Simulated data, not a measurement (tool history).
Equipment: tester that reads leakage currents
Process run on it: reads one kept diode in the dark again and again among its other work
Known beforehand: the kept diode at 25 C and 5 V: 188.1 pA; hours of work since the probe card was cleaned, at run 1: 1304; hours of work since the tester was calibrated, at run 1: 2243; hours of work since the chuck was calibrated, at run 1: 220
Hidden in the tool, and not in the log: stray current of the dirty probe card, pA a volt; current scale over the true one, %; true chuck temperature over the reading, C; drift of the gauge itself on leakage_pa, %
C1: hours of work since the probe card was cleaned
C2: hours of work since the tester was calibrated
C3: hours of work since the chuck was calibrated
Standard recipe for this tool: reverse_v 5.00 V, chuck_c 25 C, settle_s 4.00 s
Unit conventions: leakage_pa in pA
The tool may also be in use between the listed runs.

run 1 hour=0.0 | reverse_v=5.00 chuck_c=25 settle_s=4.00 | C1=1304 C2=2243 C3=220 | leakage_pa=197.66
run 2 hour=167.1 | reverse_v=5.00 chuck_c=25 settle_s=4.00 | C1=1382 C2=2321 C3=299 | leakage_pa=200.26
run 3 hour=311.5 | reverse_v=5.00 chuck_c=25 settle_s=4.00 | C1=1450 C2=2388 C3=366 | leakage_pa=202.19
run 4 hour=452.9 | reverse_v=5.00 chuck_c=38 settle_s=4.00 | C1=1516 C2=2455 C3=432 | leakage_pa=639.12
run 5 hour=590.3 | reverse_v=5.00 chuck_c=38 settle_s=4.00 | C1=1580 C2=2519 C3=496 | leakage_pa=639.58
run 6 hour=678.8 | reverse_v=5.00 chuck_c=38 settle_s=4.00 | C1=1621 C2=2560 C3=538 | leakage_pa=646.34
-- hour=723.1 tester calibrated
run 7 hour=759.5 | reverse_v=5.00 chuck_c=38 settle_s=4.00 | C1=1658 C2=17 C3=575 | leakage_pa=634.89
run 8 hour=912.6 | reverse_v=5.00 chuck_c=38 settle_s=4.00 | C1=1730 C2=89 C3=646 | leakage_pa=643.61
run 9 hour=1055.6 | reverse_v=5.00 chuck_c=38 settle_s=4.00 | C1=1797 C2=155 C3=713 | leakage_pa=652.26
run 10 hour=1148.7 | reverse_v=5.00 chuck_c=38 settle_s=4.00 | C1=1840 C2=199 C3=757 | leakage_pa=652.58
run 11 hour=1216.3 | reverse_v=9.70 chuck_c=25 settle_s=4.00 | C1=1872 C2=231 C3=788 | leakage_pa=282.16
run 12 hour=1374.5 | reverse_v=2.59 chuck_c=25 settle_s=4.00 | C1=1946 C2=305 C3=862 | leakage_pa=159.53
run 13 hour=1478.7 | reverse_v=5.00 chuck_c=49 settle_s=4.00 | C1=1994 C2=353 C3=911 | leakage_pa=1632.36
run 14 hour=1563.0 | reverse_v=5.00 chuck_c=49 settle_s=4.00 | C1=2034 C2=393 C3=950 | leakage_pa=1641.19
run 15 hour=1723.9 | reverse_v=5.00 chuck_c=53 settle_s=4.00 | C1=2109 C2=468 C3=1025 | leakage_pa=2254.36
run 16 hour=1883.4 | reverse_v=7.53 chuck_c=34 settle_s=1.61 | C1=2184 C2=543 C3=1100 | leakage_pa=581.68
run 17 hour=2036.9 | reverse_v=7.37 chuck_c=48 settle_s=2.40 | C1=2255 C2=614 C3=1172 | leakage_pa=1837.88
run 18 hour=2183.1 | reverse_v=7.37 chuck_c=48 settle_s=2.40 | C1=2324 C2=683 C3=1240 | leakage_pa=1849.32
-- hour=2198.1 chuck's temperature calibrated
run 19 hour=2346.8 | reverse_v=5.00 chuck_c=31 settle_s=4.00 | C1=2399 C2=758 C3=70 | leakage_pa=411.01
run 20 hour=2457.0 | reverse_v=5.00 chuck_c=44 settle_s=0.34 | C1=2451 C2=810 C3=121 | leakage_pa=1219.79
run 21 hour=2585.3 | reverse_v=5.00 chuck_c=44 settle_s=0.34 | C1=2511 C2=870 C3=181 | leakage_pa=1230.22
run 22 hour=2717.5 | reverse_v=5.00 chuck_c=44 settle_s=0.34 | C1=2573 C2=932 C3=243 | leakage_pa=1237.71
run 23 hour=2793.2 | reverse_v=5.00 chuck_c=44 settle_s=0.34 | C1=2608 C2=967 C3=278 | leakage_pa=1244.35
run 24 hour=2883.9 | reverse_v=5.00 chuck_c=44 settle_s=0.34 | C1=2651 C2=1009 C3=321 | leakage_pa=1250.24
-- hour=2948.0 chuck's temperature calibrated, once more
run 25 hour=2967.5 | reverse_v=4.59 chuck_c=46 settle_s=4.00 | C1=2689 C2=1048 C3=9 | leakage_pa=1158.65
run 26 hour=3123.6 | reverse_v=3.44 chuck_c=24 settle_s=1.09 | C1=2762 C2=1120 C3=82 | leakage_pa=156.64
run 27 hour=3227.2 | reverse_v=3.44 chuck_c=24 settle_s=1.09 | C1=2810 C2=1169 C3=131 | leakage_pa=157.63

Same runs, no hidden state in the tool, same run-to-run variation:
run=1 leakage_pa=188.05
run=2 leakage_pa=188.34
run=3 leakage_pa=188.34
run=4 leakage_pa=598.99
run=5 leakage_pa=594.25
run=6 leakage_pa=597.04
run=7 leakage_pa=596.11
run=8 leakage_pa=599.01
run=9 leakage_pa=601.80
run=10 leakage_pa=598.65
run=11 leakage_pa=249.63
run=12 leakage_pa=142.01
run=13 leakage_pa=1483.44
run=14 leakage_pa=1484.59
run=15 leakage_pa=2027.23
run=16 leakage_pa=505.61
run=17 leakage_pa=1616.51
run=18 leakage_pa=1613.98
run=19 leakage_pa=327.31
run=20 leakage_pa=991.32
run=21 leakage_pa=992.30
run=22 leakage_pa=990.77
run=23 leakage_pa=991.78
run=24 leakage_pa=991.30
run=25 leakage_pa=1125.50
run=26 leakage_pa=146.57
run=27 leakage_pa=146.40

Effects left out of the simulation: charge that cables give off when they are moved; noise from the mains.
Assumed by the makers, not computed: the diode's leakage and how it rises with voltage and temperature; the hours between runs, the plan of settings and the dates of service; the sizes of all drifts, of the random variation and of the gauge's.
